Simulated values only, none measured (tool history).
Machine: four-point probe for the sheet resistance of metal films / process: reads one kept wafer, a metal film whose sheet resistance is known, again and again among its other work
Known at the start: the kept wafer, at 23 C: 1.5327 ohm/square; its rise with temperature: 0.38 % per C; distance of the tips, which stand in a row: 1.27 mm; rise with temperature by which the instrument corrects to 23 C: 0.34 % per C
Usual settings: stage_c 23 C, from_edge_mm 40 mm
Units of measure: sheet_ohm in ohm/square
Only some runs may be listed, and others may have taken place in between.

run    hour  stage_c  from_edge_mm  sheet_ohm
  1     0.0       23            40   1.522733
  2    59.8       23            40   1.523311
  3   123.4       23            40   1.523785
  4   233.3       23            23   1.524370
  5   334.3       33            23   1.531281
  6   413.9       23            40   1.522450
  7   480.3       20            40   1.520042
  8   590.8       20            40   1.520082
  9   650.6       20            40   1.519776
 10   738.7       27            40   1.524396
 11   816.4       35            40   1.529987
 12   940.8       23            40   1.520873
 13  1041.3       23            10   1.533381
 14  1106.2       23            10   1.533157
 15  1201.4       22            13   1.527503
     1211.3  -- stage's thermometer calibrated
 16  1295.9       26            17   1.525926
 17  1352.6       26            17   1.524928
 18  1421.1       19            25   1.518078
 19  1541.6       25            53   1.520528
 20  1665.2       25            53   1.520394
 21  1729.3       25            53   1.519821
 22  1811.6       20             4   1.594282
     1898.0  -- stage's thermometer calibrated, once more
 23  1914.5       20             4   1.595044
 24  1995.0       20             4   1.595697
 25  2049.6       20             4   1.595354
     2092.1  -- new probe head fitted
 26  2147.6       27            30   1.526132

For some of the steps in sheet_ohm from one run to the next: how much would appear even if the tool had no hidden state, given the settings, what came in and random variation, and how much remains for the hidden state plus any gauge scatter that the measured result and the result without hidden state don't share?
Hidden state present: inner tips' distance over the nominal, %; tips' flats over new ones', %; wafer's true temperature over the reading, C; drift of the gauge itself on sheet_ohm, %.
Run 21 -> 22: stage_c 25 -> 20, from_edge_mm 53 -> 4. sheet_ohm +0.074461 ohm/square: hidden state -0.000864, all else +0.075325.
Run 22 -> 23: stage's thermometer calibrated, once more. sheet_ohm +0.000762 ohm/square: hidden state +0.001580, all else -0.000818.
Run 25 -> 26: stage_c 20 -> 27, from_edge_mm 4 -> 30, new probe head fitted. sheet_ohm -0.069222 ohm/square: hidden state +0.003282, all else -0.072504.
